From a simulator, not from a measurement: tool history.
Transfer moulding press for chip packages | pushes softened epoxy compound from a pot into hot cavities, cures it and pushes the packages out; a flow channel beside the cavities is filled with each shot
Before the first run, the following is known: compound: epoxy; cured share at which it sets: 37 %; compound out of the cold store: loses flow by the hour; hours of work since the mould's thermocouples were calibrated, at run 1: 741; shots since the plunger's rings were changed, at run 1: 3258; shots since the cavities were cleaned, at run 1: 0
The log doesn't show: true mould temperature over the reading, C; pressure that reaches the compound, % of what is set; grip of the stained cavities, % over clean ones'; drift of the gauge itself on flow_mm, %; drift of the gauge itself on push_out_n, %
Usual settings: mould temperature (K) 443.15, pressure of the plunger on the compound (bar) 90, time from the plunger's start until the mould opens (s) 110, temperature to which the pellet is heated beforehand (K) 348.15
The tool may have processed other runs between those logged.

run,hour,mould temperature (K),pressure of the plunger on the compound (bar),time from the plunger's start until the mould opens (s),temperature to which the pellet is heated beforehand (K),hours of work since the mould's thermocouples were calibrated,shots since the plunger's rings were changed,shots since the cavities were cleaned,incoming compound's hours out of the cold store,length that the compound runs in the flow channel (mm),greatest force on the pins that push the packages out (N)
1,0,443.15,90,110,348.15,741,3258,0,26.2,479,236
2,66.7,443.15,90,110,338.15,782,3898,640,41.3,450,406
# hour 82.2: mould's thermocouples calibrated
# hour 84.7: plunger's sealing rings changed
# hour 86.2: cavities cleaned with cleaning compound and waxed
3,150.8,443.15,90,110,338.15,40,620,620,23.7,503,473
# hour 163.2: cavities cleaned with cleaning compound and waxed
4,209.1,443.15,90,110,338.15,75,1165,441,26.4,496,383
# hour 240.6: cavities cleaned with cleaning compound and waxed
5,299,443.15,90,110,338.15,130,2014,561,13.3,522,389
# hour 312.7: cavities cleaned with cleaning compound and waxed, once more
6,380.6,443.15,90,127,348.15,180,2783,652,34.6,465,328
# hour 389.1: cavities cleaned with cleaning compound and waxed
# hour 466: cavities cleaned with cleaning compound and waxed
7,474.2,443.15,90,110,348.15,236,3653,80,42.6,440,258
# hour 511.3: plunger's sealing rings changed
# hour 548.4: cavities cleaned with cleaning compound and waxed
8,548.4,446.15,90,110,343.15,280,342,0,12.2,526,215
# hour 624.8: cavities cleaned with cleaning compound and waxed
9,625.4,447.15,90,110,343.15,327,1067,5,36,462,218
# hour 704.5: cavities cleaned with cleaning compound and waxed
10,716,447.15,94.4,110,343.15,382,1923,110,9.2,530,248
# hour 783.6: cavities cleaned with cleaning compound and waxed
11,784,443.15,90,105,345.15,423,2561,4,40.8,454,258
12,831.6,449.15,90,106,348.15,453,3018,461,29.8,460,319
# hour 864.9: cavities cleaned with cleaning compound and waxed
13,902.5,449.15,71.9,106,358.15,496,3685,362,32.7,397,281

Below, some changes in length that the compound runs in the flow channel (mm) between adjacent runs. For each, the amount present without the hidden state too (settings, incoming material, random variation) and the amount remaining for the hidden state with gauge scatter not shared by both compared results:
Run 7 -> 8: mould temperature (K) 443.15 -> 446.15, temperature to which the pellet is heated beforehand (K) 348.15 -> 343.15, plunger's sealing rings changed, cavities cleaned with cleaning compound and waxed. length that the compound runs in the flow channel (mm) +86: hidden state +21, all else +65.
